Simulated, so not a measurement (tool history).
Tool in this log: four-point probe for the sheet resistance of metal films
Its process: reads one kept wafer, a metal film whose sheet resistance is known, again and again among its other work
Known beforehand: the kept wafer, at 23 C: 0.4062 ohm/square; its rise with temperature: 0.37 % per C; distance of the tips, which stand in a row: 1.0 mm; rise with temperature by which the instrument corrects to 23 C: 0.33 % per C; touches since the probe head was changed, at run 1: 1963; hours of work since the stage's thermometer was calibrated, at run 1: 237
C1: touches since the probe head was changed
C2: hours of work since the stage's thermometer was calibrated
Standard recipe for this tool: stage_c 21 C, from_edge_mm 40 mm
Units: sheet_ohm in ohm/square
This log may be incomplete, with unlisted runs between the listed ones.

Run 1, day 0: usual settings; C1 1963; C2 237. Result: sheet_ohm 0.404929 ohm/square.
Run 2, day 1.638: usual settings; C1 3263; C2 256. Result: sheet_ohm 0.405144 ohm/square.
Run 3, day 2.871: usual settings; C1 4243; C2 270. Result: sheet_ohm 0.404878 ohm/square.
Run 4, day 4.662: usual settings; C1 5664; C2 290. Result: sheet_ohm 0.405188 ohm/square.
Run 5, day 5.725: usual settings but stage_c 25 C; C1 6507; C2 302. Result: sheet_ohm 0.405807 ohm/square.
Run 6, day 6.733: usual settings; C1 7309; C2 314. Result: sheet_ohm 0.40501 ohm/square.
Run 7, day 8.2: usual settings; C1 8474; C2 330. Result: sheet_ohm 0.405153 ohm/square.
Run 8, day 9.883: usual settings; C1 9808; C2 349. Result: sheet_ohm 0.404962 ohm/square.
Run 9, day 10.779: usual settings but stage_c 27 C; C1 10519; C2 359. Result: sheet_ohm 0.406162 ohm/square.
Run 10, day 11.767: usual settings but stage_c 27 C; C1 11305; C2 371. Result: sheet_ohm 0.406075 ohm/square.
Run 11, day 13.146: usual settings but stage_c 29 C; C1 12399; C2 386. Result: sheet_ohm 0.406406 ohm/square.
Run 12, day 14.1: usual settings but stage_c 29 C; C1 13156; C2 397. Result: sheet_ohm 0.406292 ohm/square.
Run 13, day 15.458: usual settings but stage_c 29 C; C1 14234; C2 413. Result: sheet_ohm 0.406378 ohm/square.
Run 14, day 16.667: usual settings but stage_c 35 C; C1 15194; C2 426. Result: sheet_ohm 0.40758 ohm/square.
Run 15, day 17.542: usual settings but stage_c 35 C; C1 15888; C2 436. Result: sheet_ohm 0.407436 ohm/square.
Run 16, day 18.908: usual settings but stage_c 35 C; C1 16974; C2 452. Result: sheet_ohm 0.407553 ohm/square.
Run 17, day 19.758: usual settings but stage_c 35 C; C1 17650; C2 461. Result: sheet_ohm 0.407419 ohm/square.
Run 18, day 21.3: usual settings but stage_c 35 C; C1 18872; C2 479. Result: sheet_ohm 0.40735 ohm/square.
Run 19, day 22.771: usual settings but stage_c 35 C; C1 20042; C2 496. Result: sheet_ohm 0.407349 ohm/square.
Run 20, day 24.046: usual settings but stage_c 34 C; C1 21052; C2 510. Result: sheet_ohm 0.407282 ohm/square.
Run 21, day 25.167: usual settings but stage_c 34 C; C1 21941; C2 523. Result: sheet_ohm 0.40736 ohm/square.
Run 22, day 26.762: usual settings but stage_c 34 C; C1 23211; C2 541. Result: sheet_ohm 0.407055 ohm/square.
At day 26.946: stage's thermometer calibrated.
Run 23, day 27.871: usual settings; C1 24073; C2 10. Result: sheet_ohm 0.404669 ohm/square.
Run 24, day 29.071: usual settings; C1 25025; C2 24. Result: sheet_ohm 0.40485 ohm/square.
Run 25, day 30.558: usual settings but stage_c 24 C, from_edge_mm 45 mm; C1 26205; C2 41. Result: sheet_ohm 0.405431 ohm/square.
At day 32.088: stage's thermometer calibrated, once more.
Run 26, day 32.425: usual settings but from_edge_mm 4 mm; C1 27673; C2 4. Result: sheet_ohm 0.417492 ohm/square.
Run 27, day 33.504: usual settings but stage_c 27 C, from_edge_mm 10 mm; C1 28528; C2 16. Result: sheet_ohm 0.407697 ohm/square.
Run 28, day 35.3: usual settings but stage_c 27 C, from_edge_mm 10 mm; C1 29955; C2 36. Result: sheet_ohm 0.407544 ohm/square.
Run 29, day 36.858: usual settings but stage_c 25 C, from_edge_mm 5 mm; C1 31191; C2 54. Result: sheet_ohm 0.413692 ohm/square.
Run 30, day 38.479: usual settings but from_edge_mm 35 mm; C1 32480; C2 73. Result: sheet_ohm 0.404452 ohm/square.
Run 31, day 39.825: usual settings but stage_c 32 C, from_edge_mm 13 mm; C1 33548; C2 88. Result: sheet_ohm 0.407732 ohm/square.
Run 32, day 40.9: usual settings but stage_c 32 C, from_edge_mm 9 mm; C1 34400; C2 100. Result: sheet_ohm 0.40909 ohm/square.
Run 33, day 42.542: usual settings but stage_c 27 C; C1 35702; C2 119. Result: sheet_ohm 0.405614 ohm/square.
Run 34, day 44.238: usual settings but stage_c 27 C; C1 37050; C2 138. Result: sheet_ohm 0.405501 ohm/square.
Run 35, day 46.008: usual settings but stage_c 19 C, from_edge_mm 66 mm; C1 38455; C2 158. Result: sheet_ohm 0.403753 ohm/square.
Run 36, day 47.121: usual settings but stage_c 33 C, from_edge_mm 64 mm; C1 39340; C2 171. Result: sheet_ohm 0.406471 ohm/square.
Run 37, day 48.679: usual settings but stage_c 33 C, from_edge_mm 64 mm; C1 40576; C2 188. Result: sheet_ohm 0.406386 ohm/square.
Run 38, day 50.008: usual settings but stage_c 33 C, from_edge_mm 64 mm; C1 41631; C2 203. Result: sheet_ohm 0.406307 ohm/square.
Run 39, day 51.262: usual settings but stage_c 33 C, from_edge_mm 64 mm; C1 42625; C2 218. Result: sheet_ohm 0.406343 ohm/square.
Run 40, day 52.404: usual settings but stage_c 33 C, from_edge_mm 19 mm; C1 43535; C2 231. Result: sheet_ohm 0.406871 ohm/square.
Run 41, day 54.133: usual settings but from_edge_mm 20 mm; C1 44906; C2 250. Result: sheet_ohm 0.40471 ohm/square.
Run 42, day 55.3: usual settings but from_edge_mm 20 mm; C1 45833; C2 264. Result: sheet_ohm 0.404634 ohm/square.
Run 43, day 56.758: usual settings but stage_c 30 C, from_edge_mm 3 mm; C1 46989; C2 280. Result: sheet_ohm 0.428525 ohm/square.
Run 44, day 57.996: usual settings but stage_c 25 C, from_edge_mm 6 mm; C1 47973; C2 294. Result: sheet_ohm 0.411014 ohm/square.
Run 45, day 59.104: usual settings but stage_c 31 C, from_edge_mm 16 mm; C1 48852; C2 307. Result: sheet_ohm 0.406654 ohm/square.

How would selected steps in sheet_ohm from run to run divide? Give the signed amount a tool lacking its hidden state would still show from settings, what came in and random variation, and the signed amount left for the hidden state, including any gauge scatter that is not in both of the compared results.
Unlogged tool condition in this case: inner tips' distance over the nominal, %; tips' flats over new ones', %; wafer's true temperature over the reading, C; drift of the gauge itself on sheet_ohm, %.
Run 25 -> 26: stage_c 24 -> 21, from_edge_mm 45 -> 4, stage's thermometer calibrated, once more. sheet_ohm +0.012061 ohm/square: hidden state -0.000294, all else +0.012355.
Run 42 -> 43: stage_c 21 -> 30, from_edge_mm 20 -> 3. sheet_ohm +0.023891 ohm/square: hidden state -0.000104, all else +0.023995.
Run 43 -> 44: stage_c 30 -> 25, from_edge_mm 3 -> 6. sheet_ohm -0.017511 ohm/square: hidden state +0.00005, all else -0.017561.

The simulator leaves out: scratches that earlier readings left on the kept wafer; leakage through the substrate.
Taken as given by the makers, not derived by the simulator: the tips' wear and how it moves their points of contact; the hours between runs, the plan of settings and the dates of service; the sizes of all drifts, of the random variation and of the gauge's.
